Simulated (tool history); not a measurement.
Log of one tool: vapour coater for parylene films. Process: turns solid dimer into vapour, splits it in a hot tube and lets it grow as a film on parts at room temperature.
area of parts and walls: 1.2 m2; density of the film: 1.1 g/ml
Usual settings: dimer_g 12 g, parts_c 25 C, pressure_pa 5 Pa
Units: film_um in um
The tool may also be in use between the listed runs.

| run | hour | dimer_g | parts_c | pressure_pa | film_um |
|---|---|---|---|---|---|
| 1 | 0 | 12 | 25 | 5 | 5.47 |
| 2 | 7.7 | 12 | 30 | 5 | 4.46 |
|  | 20.6 | trap's valve overhauled |
| 3 | 27.1 | 12 | 33 | 5 | 4.44 |
| 4 | 43.1 | 12 | 33 | 5 | 4.34 |
| 5 | 57 | 12 | 25 | 5 | 6.01 |
| 6 | 65.4 | 12 | 25 | 5 | 6.07 |
| 7 | 76 | 12 | 25 | 5 | 6.06 |
| 8 | 83.8 | 16 | 25 | 5 | 8.02 |
| 9 | 99.7 | 16 | 25 | 5 | 7.93 |
| 10 | 115.3 | 16 | 25 | 5 | 7.87 |
| 11 | 124.9 | 16 | 25 | 5 | 7.86 |
| 12 | 133.6 | 16 | 25 | 5 | 7.83 |
| 13 | 145.2 | 16 | 25 | 5 | 7.73 |
| 14 | 152.6 | 16 | 25 | 5 | 7.73 |
| 15 | 168.1 | 12 | 34 | 5 | 4.03 |
| 16 | 177.2 | 12 | 17 | 5 | 7.94 |
| 17 | 188.2 | 6 | 29 | 4.06 | 2.56 |
| 18 | 195.5 | 13 | 22 | 8.08 | 6.45 |
| 19 | 203.2 | 12 | 37 | 10.79 | 3.06 |
| 20 | 215 | 9 | 27 | 2.24 | 4.57 |
| 21 | 229.1 | 16 | 24 | 9.93 | 6.99 |
| 22 | 236.9 | 16 | 24 | 9.93 | 6.93 |
| 23 | 248.5 | 19 | 24 | 9.93 | 8.12 |
| 24 | 259.3 | 19 | 24 | 9.93 | 8.12 |
| 25 | 268.7 | 12 | 28 | 9.87 | 4.31 |
| 26 | 279.4 | 12 | 28 | 9.87 | 4.37 |
| 27 | 288.7 | 8 | 30 | 2.21 | 3.5 |
| 28 | 297.1 | 6 | 18 | 5 | 3.64 |
| 29 | 312.4 | 15 | 25 | 3.41 | 7.38 |
| 30 | 320 | 6 | 17 | 5 | 3.77 |
| 31 | 333.5 | 16 | 29 | 3.54 | 6.64 |

Forecast each of these 4 alternatives for the next run:
| A | 347 | 10 | 23 | 3.54 | ? |
| B | 347 | 16 | 29 | 2.39 | ? |
| C | 347 | 12 | 20 | 3.68 | ? |
| D | 347 | 16 | 23 | 3.54 | ? |

| run | film_um |
|---|---|
| A | 5.24 |
| B | 7.2 |
| C | 7.09 |
| D | 8.18 |
Without the tool's hidden state the same runs would have given:
| run | film_um |
|---|---|
| A | 5.88 |
| B | 8.08 |
| C | 7.96 |
| D | 9.19 |

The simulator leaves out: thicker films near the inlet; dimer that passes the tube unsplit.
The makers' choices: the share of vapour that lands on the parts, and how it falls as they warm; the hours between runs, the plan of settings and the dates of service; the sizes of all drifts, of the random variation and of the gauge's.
